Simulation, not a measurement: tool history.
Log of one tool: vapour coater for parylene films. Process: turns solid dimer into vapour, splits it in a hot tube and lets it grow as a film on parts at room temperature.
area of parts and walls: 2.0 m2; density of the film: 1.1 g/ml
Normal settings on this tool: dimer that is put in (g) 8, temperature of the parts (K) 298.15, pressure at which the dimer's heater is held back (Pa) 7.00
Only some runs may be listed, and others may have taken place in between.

| run | day | dimer that is put in (g) | temperature of the parts (K) | pressure at which the dimer's heater is held back (Pa) | thickness of the film (nm) |
|---|---|---|---|---|---|
| 1 | 0.000 | 8 | 298.15 | 7.00 | 1460 |
| 2 | 1.588 | 8 | 298.15 | 7.00 | 1440 |
| 3 | 4.562 | 8 | 298.15 | 7.00 | 1400 |
|  | 5.529 | trap's valve overhauled |
| 4 | 7.025 | 8 | 298.15 | 7.00 | 1520 |
| 5 | 9.883 | 8 | 298.15 | 7.00 | 1520 |
| 6 | 12.325 | 8 | 298.15 | 7.00 | 1470 |
| 7 | 14.804 | 8 | 298.15 | 4.95 | 1580 |
| 8 | 16.500 | 5 | 298.15 | 7.00 | 890 |
|  | 18.029 | trap's valve overhauled |
| 9 | 18.921 | 5 | 298.15 | 7.00 | 950 |
|  | 21.017 | table's thermometer calibrated |
| 10 | 21.450 | 5 | 298.15 | 7.00 | 940 |
| 11 | 23.296 | 10 | 298.15 | 3.27 | 2200 |
| 12 | 25.288 | 10 | 298.15 | 3.27 | 2220 |
| 13 | 27.675 | 10 | 298.15 | 4.18 | 2030 |
| 14 | 29.246 | 8 | 297.15 | 7.00 | 1410 |
|  | 30.575 | trap's valve overhauled |
| 15 | 32.029 | 8 | 297.15 | 7.00 | 1550 |
| 16 | 34.029 | 7 | 297.15 | 7.00 | 1380 |
| 17 | 36.583 | 3 | 297.15 | 7.00 | 560 |
| 18 | 39.508 | 3 | 297.15 | 7.00 | 550 |
| 19 | 42.533 | 5 | 293.15 | 7.00 | 980 |

Some steps in thickness of the film (nm) between neighbouring runs. How much of each would the tool show without its hidden state too (settings, what came in, random variation), and how much is left for the hidden state, with any gauge scatter that isn't in both results?
The tool's hidden condition here consists of: vapour lost through the trap's worn valve, %; true temperature of the parts over the reading, C; drift of the gauge itself on film_um, %.
Run 3 -> 4: trap's valve overhauled. thickness of the film (nm) +120: hidden state +110, all else +10.
Run 10 -> 11: dimer that is put in (g) 5 -> 10, pressure at which the dimer's heater is held back (Pa) 7.00 -> 3.27. thickness of the film (nm) +1260: hidden state -60, all else +1320.

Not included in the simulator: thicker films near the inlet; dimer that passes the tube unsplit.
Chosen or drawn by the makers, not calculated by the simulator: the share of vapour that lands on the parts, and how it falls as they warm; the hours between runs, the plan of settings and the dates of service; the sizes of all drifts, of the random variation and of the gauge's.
